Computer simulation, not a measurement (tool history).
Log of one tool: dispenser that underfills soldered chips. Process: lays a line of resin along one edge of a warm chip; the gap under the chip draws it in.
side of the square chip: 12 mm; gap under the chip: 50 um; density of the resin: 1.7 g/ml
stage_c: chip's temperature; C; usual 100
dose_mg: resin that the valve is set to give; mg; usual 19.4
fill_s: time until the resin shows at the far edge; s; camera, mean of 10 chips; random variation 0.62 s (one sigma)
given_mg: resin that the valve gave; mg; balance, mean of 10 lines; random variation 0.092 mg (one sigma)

run   hour  stage_c  dose_mg  fill_s  given_mg
  1      0      100     19.4    73.1      19.3
  2    5.3      100     19.4    90.3     19.32
       6.6  -- new syringe of resin
  3   15.2      100     19.4      82     19.19
      18.2  -- new syringe of resin
  4   20.8      100     19.4    64.9     19.12
      29.8  -- new syringe of resin
  5   29.8      100     19.4    57.1     19.03
  6     40      100     19.4    86.4     19.12
      41.7  -- new syringe of resin
  7   46.8      103     19.4      62     19.01
        53  -- new syringe of resin
  8   57.2      103     19.4    62.6     18.98
  9   63.8      100     19.4    92.3     18.98
      64.9  -- new syringe of resin
 10   71.5      100     19.4    74.8     18.95
        77  -- new syringe of resin
 11   83.2      100     19.4    75.9     18.69
      88.8  -- new syringe of resin
 12   92.6      100     19.4    69.4     18.71
     100.1  -- new syringe of resin
 13    104      100     19.4    68.8     18.58
     111.7  -- new syringe of resin
 14  112.8      100     19.4    63.6     18.64
 15    120      100     19.4    83.6     18.42
     123.1  -- new syringe of resin
 16  129.8       92     17.9   113.3     17.03
     134.5  -- new syringe of resin
 17    141       95     18.6    99.4     17.77
     146.2  -- new syringe of resin
 18  151.4       94     24.4    93.6     23.22
 19  156.1       94     24.4   115.1     23.09
     157.4  -- new syringe of resin
     163.9  -- dispensing valve cleaned and set on the balance
 20    164       95     19.6    92.4     19.43
     169.8  -- new syringe of resin
 21  174.2      108     17.8    52.5     17.71
 22  180.3      100     18.9    94.5     18.82
     181.7  -- new syringe of resin
 23    187      100     18.9    72.4     18.59

Forecast run 24:
 24   192      105     19.4       ?         ?

{"run 24": {"fill_s": 72.9, "given_mg": 18.99}}
Without the tool's hidden state the same run would have given fill_s 44.1 s, given_mg 19.22 mg.
